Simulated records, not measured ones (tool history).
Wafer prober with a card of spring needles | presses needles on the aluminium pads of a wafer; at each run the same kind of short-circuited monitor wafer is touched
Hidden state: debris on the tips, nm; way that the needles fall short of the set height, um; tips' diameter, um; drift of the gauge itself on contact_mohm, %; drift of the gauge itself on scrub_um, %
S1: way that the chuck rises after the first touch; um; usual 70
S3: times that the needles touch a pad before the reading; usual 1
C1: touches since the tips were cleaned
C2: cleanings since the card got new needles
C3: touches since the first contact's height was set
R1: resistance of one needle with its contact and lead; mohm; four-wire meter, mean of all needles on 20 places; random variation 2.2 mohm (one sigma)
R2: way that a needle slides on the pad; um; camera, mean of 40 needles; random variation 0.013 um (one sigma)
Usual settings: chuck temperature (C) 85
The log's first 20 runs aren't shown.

{"run": 21, "hour": 240.3, "S1": 70, "chuck temperature (C)": 38, "S3": 3, "C1": 5417, "C2": 40, "C3": 10129, "R1": 270, "R2": 13.01}
{"hour": 242.9, "done": "tips cleaned on abrasive film"}
{"run": 22, "hour": 249.2, "S1": 64, "chuck temperature (C)": 42, "S3": 1, "C1": 2862, "C2": 41, "C3": 14098, "R1": 292, "R2": 11.88}
{"hour": 257.2, "done": "tips cleaned on abrasive film"}
{"run": 23, "hour": 261.8, "S1": 70, "chuck temperature (C)": 53, "S3": 2, "C1": 2092, "C2": 42, "C3": 19792, "R1": 285, "R2": 12.97}
{"hour": 272.6, "done": "tips cleaned on abrasive film"}
{"run": 24, "hour": 277.6, "S1": 70, "chuck temperature (C)": 53, "S3": 2, "C1": 2277, "C2": 43, "C3": 26904, "R1": 282, "R2": 12.97}
{"hour": 287.1, "done": "tips cleaned on abrasive film"}
{"run": 25, "hour": 294.3, "S1": 52, "chuck temperature (C)": 114, "S3": 2, "C1": 3262, "C2": 44, "C3": 34436, "R1": 305, "R2": 9.6}
{"hour": 302.4, "done": "tips cleaned on abrasive film"}
{"run": 26, "hour": 303.0, "S1": 70, "chuck temperature (C)": 43, "S3": 2, "C1": 265, "C2": 45, "C3": 38293, "R1": 273, "R2": 12.94}
{"hour": 317.6, "done": "tips cleaned on abrasive film"}
{"run": 27, "hour": 319.0, "S1": 59, "chuck temperature (C)": 78, "S3": 1, "C1": 649, "C2": 46, "C3": 45525, "R1": 286, "R2": 10.86}
{"hour": 332.1, "done": "tips cleaned on abrasive film"}
{"run": 28, "hour": 333.7, "S1": 59, "chuck temperature (C)": 78, "S3": 1, "C1": 736, "C2": 47, "C3": 52157, "R1": 287, "R2": 10.82}
{"hour": 346.5, "done": "tips cleaned on abrasive film"}
{"run": 29, "hour": 346.5, "S1": 70, "chuck temperature (C)": 102, "S3": 2, "C1": 0, "C2": 48, "C3": 57894, "R1": 283, "R2": 12.84}
{"hour": 355.1, "done": "height of the first contact set anew"}
{"run": 30, "hour": 355.3, "S1": 70, "chuck temperature (C)": 102, "S3": 2, "C1": 3880, "C2": 48, "C3": 121, "R1": 298, "R2": 13.04}
{"hour": 361.6, "done": "tips cleaned on abrasive film"}
{"run": 31, "hour": 365.0, "S1": 70, "chuck temperature (C)": 102, "S3": 2, "C1": 1543, "C2": 49, "C3": 4456, "R1": 290, "R2": 13.01}
{"hour": 376.2, "done": "tips cleaned on abrasive film"}
{"run": 32, "hour": 380.8, "S1": 55, "chuck temperature (C)": 41, "S3": 1, "C1": 2057, "C2": 50, "C3": 11562, "R1": 286, "R2": 10.19}

Forecast each of these 4 alternatives for the next run:
{"run": "A", "hour": 388.0, "S1": 80, "chuck temperature (C)": 100, "S3": 2, "C1": 5354, "C2": 50, "C3": 14859, "R1": "?", "R2": "?"}
{"run": "B", "hour": 388.0, "S1": 82, "chuck temperature (C)": 66, "S3": 3, "C1": 5354, "C2": 50, "C3": 14859, "R1": "?", "R2": "?"}
{"run": "C", "hour": 388.0, "S1": 70, "chuck temperature (C)": 25, "S3": 1, "C1": 5354, "C2": 50, "C3": 14859, "R1": "?", "R2": "?"}
{"run": "D", "hour": 388.0, "S1": 55, "chuck temperature (C)": 60, "S3": 2, "C1": 5354, "C2": 50, "C3": 14859, "R1": "?", "R2": "?"}

run=A R1=288 R2=14.86
run=B R1=281 R2=15.21
run=C R1=285 R2=13.01
run=D R1=291 R2=10.21
Without the tool's hidden state the same runs would have given:
run=A R1=278 R2=14.89
run=B R1=275 R2=15.24
run=C R1=262 R2=13.04
run=D R1=272 R2=10.24

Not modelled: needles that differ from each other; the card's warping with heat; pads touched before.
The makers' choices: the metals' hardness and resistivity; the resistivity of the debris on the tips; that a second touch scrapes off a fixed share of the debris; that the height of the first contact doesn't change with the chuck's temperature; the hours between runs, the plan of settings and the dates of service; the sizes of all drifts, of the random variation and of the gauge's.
